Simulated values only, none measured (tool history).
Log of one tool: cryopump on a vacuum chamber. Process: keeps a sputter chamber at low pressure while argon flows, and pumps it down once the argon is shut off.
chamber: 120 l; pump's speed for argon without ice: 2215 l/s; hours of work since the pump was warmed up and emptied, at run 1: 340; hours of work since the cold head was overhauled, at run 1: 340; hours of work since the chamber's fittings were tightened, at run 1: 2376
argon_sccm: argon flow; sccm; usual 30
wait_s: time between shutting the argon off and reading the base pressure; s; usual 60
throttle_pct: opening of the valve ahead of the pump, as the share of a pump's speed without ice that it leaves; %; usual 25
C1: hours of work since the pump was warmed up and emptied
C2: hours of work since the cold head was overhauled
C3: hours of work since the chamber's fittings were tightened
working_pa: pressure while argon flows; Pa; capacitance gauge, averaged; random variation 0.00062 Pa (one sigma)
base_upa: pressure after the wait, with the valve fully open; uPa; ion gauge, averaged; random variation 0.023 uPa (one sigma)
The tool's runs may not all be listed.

Run 1, hour 0.0: usual settings; C1 340; C2 340; C3 2376. Result: working_pa 0.0989 Pa, base_upa 2.33 uPa.
Run 2, hour 23.7: usual settings; C1 354; C2 354; C3 2390. Result: working_pa 0.1000 Pa, base_upa 2.37 uPa.
Run 3, hour 43.4: usual settings but throttle_pct 38 %; C1 366; C2 366; C3 2402. Result: working_pa 0.0687 Pa, base_upa 2.42 uPa.
At hour 73.5: pump warmed up, emptied and cooled again.
Run 4, hour 74.1: usual settings but throttle_pct 38 %; C1 0; C2 381; C3 2417. Result: working_pa 0.0600 Pa, base_upa 2.00 uPa.
Run 5, hour 109.8: usual settings but wait_s 54 s; C1 21; C2 402; C3 2438. Result: working_pa 0.0923 Pa, base_upa 1.99 uPa.
Run 6, hour 127.0: usual settings but wait_s 54 s; C1 32; C2 413; C3 2449. Result: working_pa 0.0919 Pa, base_upa 2.05 uPa.
Run 7, hour 158.4: usual settings but wait_s 54 s; C1 50; C2 431; C3 2467. Result: working_pa 0.0928 Pa, base_upa 2.09 uPa.
At hour 165.0: leaking fittings of the chamber tightened, without venting.
Run 8, hour 181.9: usual settings but wait_s 54 s; C1 63; C2 444; C3 10. Result: working_pa 0.0938 Pa, base_upa 0.87 uPa.
Run 9, hour 210.9: usual settings but throttle_pct 37 %; C1 80; C2 461; C3 27. Result: working_pa 0.0645 Pa, base_upa 0.80 uPa.
Run 10, hour 243.2: usual settings but throttle_pct 46 %; C1 99; C2 480; C3 46. Result: working_pa 0.0512 Pa, base_upa 0.84 uPa.
Run 11, hour 268.2: usual settings but throttle_pct 46 %; C1 114; C2 495; C3 61. Result: working_pa 0.0530 Pa, base_upa 0.83 uPa.
Run 12, hour 298.4: usual settings but throttle_pct 46 %; C1 132; C2 513; C3 79. Result: working_pa 0.0531 Pa, base_upa 0.88 uPa.
Run 13, hour 332.7: usual settings but argon_sccm 50 sccm, wait_s 200 s, throttle_pct 44 %; C1 152; C2 533; C3 99. Result: working_pa 0.0927 Pa, base_upa 0.42 uPa.
Run 14, hour 350.1: usual settings but argon_sccm 12 sccm, wait_s 199 s, throttle_pct 43 %; C1 163; C2 543; C3 110. Result: working_pa 0.0219 Pa, base_upa 0.39 uPa.
Run 15, hour 370.9: usual settings but argon_sccm 12 sccm, wait_s 199 s, throttle_pct 43 %; C1 175; C2 556; C3 122. Result: working_pa 0.0230 Pa, base_upa 0.41 uPa.
Run 16, hour 402.5: usual settings but argon_sccm 25 sccm, wait_s 62 s, throttle_pct 29 %; C1 194; C2 574; C3 141. Result: working_pa 0.0698 Pa, base_upa 0.85 uPa.
Run 17, hour 435.2: usual settings but wait_s 63 s, throttle_pct 47 %; C1 213; C2 594; C3 160. Result: working_pa 0.0533 Pa, base_upa 0.93 uPa.
Run 18, hour 461.2: usual settings but argon_sccm 25 sccm, wait_s 97 s, throttle_pct 29 %; C1 228; C2 609; C3 175. Result: working_pa 0.0699 Pa, base_upa 0.69 uPa.
Run 19, hour 491.0: usual settings but argon_sccm 40 sccm, wait_s 97 s, throttle_pct 26 %; C1 246; C2 627; C3 193. Result: working_pa 0.1253 Pa, base_upa 0.70 uPa.
Run 20, hour 529.2: usual settings but wait_s 47 s; C1 269; C2 649; C3 216. Result: working_pa 0.0983 Pa, base_upa 1.11 uPa.

Hidden state at the last listed run before each entry between runs and at the first one after, where it differs:
Between runs 3 and 4: pump warmed up, emptied and cooled again (hour 73.5)
  pump's speed, % of a pump's without ice: 74.1 -> 99.7; cold plate's temperature, K: 12.69 -> 12.7; leak into the chamber, uPa l/s: 2812 -> 2829
  measured less the result without the state, working_pa: +0.0085 -> +0.0004 Pa; base_upa: +1.62 -> +1.18 uPa
Between runs 7 and 8: leaking fittings of the chamber tightened, without venting (hour 165.0)
  pump's speed, % of a pump's without ice: 95.9 -> 94.9; cold plate's temperature, K: 12.75 -> 12.76; leak into the chamber, uPa l/s: 2880 -> 348
  measured less the result without the state, working_pa: +0.0014 -> +0.0016 Pa; base_upa: +1.25 -> +0.03 uPa

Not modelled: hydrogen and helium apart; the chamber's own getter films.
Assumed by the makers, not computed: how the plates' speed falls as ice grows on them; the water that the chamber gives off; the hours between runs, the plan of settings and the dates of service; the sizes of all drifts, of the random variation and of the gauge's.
